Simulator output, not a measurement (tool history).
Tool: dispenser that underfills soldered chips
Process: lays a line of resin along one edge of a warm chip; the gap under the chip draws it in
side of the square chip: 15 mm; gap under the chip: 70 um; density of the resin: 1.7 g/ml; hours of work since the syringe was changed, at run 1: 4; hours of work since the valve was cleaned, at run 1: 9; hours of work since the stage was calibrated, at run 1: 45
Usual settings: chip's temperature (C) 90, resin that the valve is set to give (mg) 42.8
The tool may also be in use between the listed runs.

| run | hour | chip's temperature (C) | resin that the valve is set to give (mg) | hours of work since the syringe was changed | hours of work since the valve was cleaned | hours of work since the stage was calibrated | time until the resin shows at the far edge (s) | resin that the valve gave (mg) |
|---|---|---|---|---|---|---|---|---|
| 1 | 0.0 | 90 | 42.8 | 4 | 9 | 45 | 65.8 | 42.68 |
|  | 2.3 | new syringe of resin |
| 2 | 2.7 | 83 | 42.8 | 0 | 11 | 47 | 73.0 | 42.45 |
| 3 | 7.0 | 90 | 37.9 | 4 | 14 | 50 | 64.1 | 37.56 |
|  | 9.8 | new syringe of resin |
| 4 | 10.4 | 90 | 37.9 | 0 | 16 | 53 | 58.9 | 37.61 |
| 5 | 14.3 | 90 | 37.4 | 3 | 19 | 56 | 64.1 | 36.84 |
|  | 17.3 | new syringe of resin |
| 6 | 18.8 | 90 | 42.8 | 1 | 23 | 59 | 60.6 | 42.32 |
| 7 | 23.6 | 79 | 42.8 | 5 | 26 | 63 | 99.8 | 41.92 |
|  | 24.7 | new syringe of resin |
| 8 | 27.8 | 79 | 42.8 | 2 | 29 | 65 | 93.3 | 42.12 |
|  | 32.2 | new syringe of resin |
| 9 | 33.0 | 79 | 42.8 | 1 | 33 | 69 | 88.0 | 41.87 |
| 10 | 36.2 | 79 | 42.8 | 3 | 35 | 72 | 93.0 | 42.06 |
|  | 39.7 | new syringe of resin |
| 11 | 41.4 | 79 | 42.8 | 1 | 39 | 75 | 89.9 | 41.79 |
|  | 44.4 | dispensing valve cleaned and set on the balance |
| 12 | 45.6 | 90 | 42.8 | 4 | 1 | 78 | 63.7 | 42.96 |
|  | 48.0 | new syringe of resin |
| 13 | 50.5 | 97 | 42.8 | 2 | 4 | 81 | 46.4 | 42.77 |
|  | 55.3 | new syringe of resin |
| 14 | 55.8 | 94 | 47.6 | 0 | 8 | 85 | 48.8 | 47.49 |
| 15 | 58.3 | 94 | 47.6 | 2 | 10 | 87 | 52.8 | 47.39 |
|  | 62.5 | new syringe of resin |
| 16 | 63.6 | 94 | 47.6 | 1 | 14 | 91 | 50.5 | 47.05 |
| 17 | 68.4 | 94 | 47.6 | 4 | 17 | 94 | 55.6 | 46.84 |
|  | 70.2 | new syringe of resin |
| 18 | 70.7 | 104 | 54.4 | 0 | 19 | 96 | 34.9 | 53.69 |
| 19 | 74.1 | 98 | 52.7 | 3 | 21 | 98 | 46.4 | 51.57 |
| 20 | 77.1 | 86 | 53.1 | 5 | 24 | 100 | 75.5 | 52.36 |
|  | 77.7 | new syringe of resin |
| 21 | 81.3 | 90 | 52.7 | 3 | 27 | 103 | 61.2 | 52.01 |
| 22 | 83.8 | 90 | 52.7 | 5 | 28 | 105 | 64.9 | 52.00 |
|  | 85.0 | new syringe of resin |
| 23 | 88.3 | 90 | 38.6 | 2 | 32 | 108 | 62.1 | 37.81 |

3 ways to go on from here, each from the tool as it stands after run 23. What would each give?
|  | 92.5 | new syringe of resin |
| A | 93.1 | 89 | 49.3 | 0 | 35 | 112 | ? | ? |
|  | 92.5 | new syringe of resin |
| B | 93.1 | 84 | 55.3 | 0 | 35 | 112 | ? | ? |
|  | 92.5 | new syringe of resin |
| C | 93.1 | 95 | 48.7 | 0 | 35 | 112 | ? | ? |

| run | time until the resin shows at the far edge (s) | resin that the valve gave (mg) |
|---|---|---|
| A | 59.6 | 48.18 |
| B | 70.1 | 53.87 |
| C | 47.8 | 47.63 |
Without the tool's hidden state the same runs would have given:
| run | time until the resin shows at the far edge (s) | resin that the valve gave (mg) |
|---|---|---|
| A | 60.0 | 49.25 |
| B | 70.6 | 55.06 |
| C | 48.1 | 48.69 |
